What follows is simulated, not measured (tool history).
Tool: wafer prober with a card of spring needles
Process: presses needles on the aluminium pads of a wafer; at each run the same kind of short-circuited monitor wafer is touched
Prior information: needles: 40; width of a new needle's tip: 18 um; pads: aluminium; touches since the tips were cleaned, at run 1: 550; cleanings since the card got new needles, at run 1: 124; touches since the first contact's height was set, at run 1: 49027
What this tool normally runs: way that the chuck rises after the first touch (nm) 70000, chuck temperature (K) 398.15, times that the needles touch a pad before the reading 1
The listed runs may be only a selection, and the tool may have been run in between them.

run	hour	way that the chuck rises after the first touch (nm)	chuck temperature (K)	times that the needles touch a pad before the reading	touches since the tips were cleaned	cleanings since the card got new needles	touches since the first contact's height was set	resistance of one needle with its contact and lead (mohm)	way that a needle slides on the pad (nm)
1	0.0	70000	398.15	1	550	124	49027	199	12600
# hour 8.0: tips cleaned on abrasive film
# hour 16.1: tips cleaned on abrasive film
2	24.0	70000	398.15	1	2348	126	56105	228	12610
# hour 26.1: tips cleaned on abrasive film
# hour 36.0: tips cleaned on abrasive film
3	42.9	70000	398.15	1	2067	128	61685	226	12530
# hour 44.7: tips cleaned on abrasive film
# hour 54.5: tips cleaned on abrasive film
# hour 64.4: tips cleaned on abrasive film
# hour 72.5: tips cleaned on abrasive film
4	73.2	70000	398.15	1	210	132	70585	189	12450
# hour 81.0: tips cleaned on abrasive film
# hour 90.8: tips cleaned on abrasive film
# hour 100.8: tips cleaned on abrasive film
5	104.2	58000	398.15	1	1016	135	79740	237	10210
# hour 110.3: tips cleaned on abrasive film
# hour 120.3: tips cleaned on abrasive film
# hour 129.9: tips cleaned on abrasive film
# hour 138.9: tips cleaned on abrasive film
6	138.9	70000	332.15	1	0	139	89947	170	12340
# hour 148.5: tips cleaned on abrasive film
# hour 156.5: height of the first contact set anew
# hour 158.6: tips cleaned on abrasive film
7	161.3	70000	398.15	1	792	141	1384	204	13020
# hour 167.3: tips cleaned on abrasive film
# hour 176.9: tips cleaned on abrasive film
# hour 186.6: tips cleaned on abrasive film
# hour 194.6: tips cleaned on abrasive film
8	196.0	70000	398.15	1	410	145	11604	193	12920
# hour 204.0: tips cleaned on abrasive film
# hour 213.8: tips cleaned on abrasive film
# hour 223.4: tips cleaned on abrasive film
9	230.2	70000	398.15	2	2023	148	21698	207	12850
# hour 232.3: tips cleaned on abrasive film
# hour 241.6: tips cleaned on abrasive film
10	246.4	70000	398.15	2	1412	150	26457	204	12820
# hour 250.4: tips cleaned on abrasive film
# hour 258.5: tips cleaned on abrasive film
# hour 267.9: tips cleaned on abrasive film
11	269.5	58000	398.15	1	490	153	33269	211	10530
# hour 277.4: tips cleaned on abrasive film
# hour 287.0: tips cleaned on abrasive film
# hour 296.9: tips cleaned on abrasive film
12	303.4	58000	398.15	1	1955	156	43273	260	10470
# hour 305.5: tips cleaned on abrasive film
# hour 315.5: tips cleaned on abrasive film
# hour 323.9: tips cleaned on abrasive film
13	323.9	58000	398.15	1	0	159	49283	187	10390
# hour 333.9: tips cleaned on abrasive film
# hour 343.7: tips cleaned on abrasive film
# hour 353.6: tips cleaned on abrasive film
14	356.9	58000	331.15	1	996	162	59037	224	10280
# hour 363.0: tips cleaned on abrasive film
# hour 373.0: tips cleaned on abrasive film
# hour 381.0: tips cleaned on abrasive film
15	381.9	58000	332.15	2	244	165	66369	181	10280
# hour 389.9: tips cleaned on abrasive film
# hour 399.9: tips cleaned on abrasive film
# hour 408.0: tips cleaned on abrasive film
16	413.2	82000	307.15	1	1547	168	75602	199	14680
# hour 417.1: tips cleaned on abrasive film
# hour 426.9: tips cleaned on abrasive film
# hour 436.6: tips cleaned on abrasive film
17	439.1	70000	398.15	1	753	171	83244	211	12410

Run 18, settings as shown, results not yet in. Your forecast:
# hour 445.2: tips cleaned on abrasive film
# hour 455.0: tips cleaned on abrasive film
18	456.0	62000	381.15	2	294	173	88219	?	?

resistance of one needle with its contact and lead (mohm): 191
way that a needle slides on the pad (nm): 10850
Take away the tool's hidden state, keep the run-to-run variation as it was, and the same run would have given resistance of one needle with its contact and lead (mohm) 173, way that a needle slides on the pad (nm) 11480.

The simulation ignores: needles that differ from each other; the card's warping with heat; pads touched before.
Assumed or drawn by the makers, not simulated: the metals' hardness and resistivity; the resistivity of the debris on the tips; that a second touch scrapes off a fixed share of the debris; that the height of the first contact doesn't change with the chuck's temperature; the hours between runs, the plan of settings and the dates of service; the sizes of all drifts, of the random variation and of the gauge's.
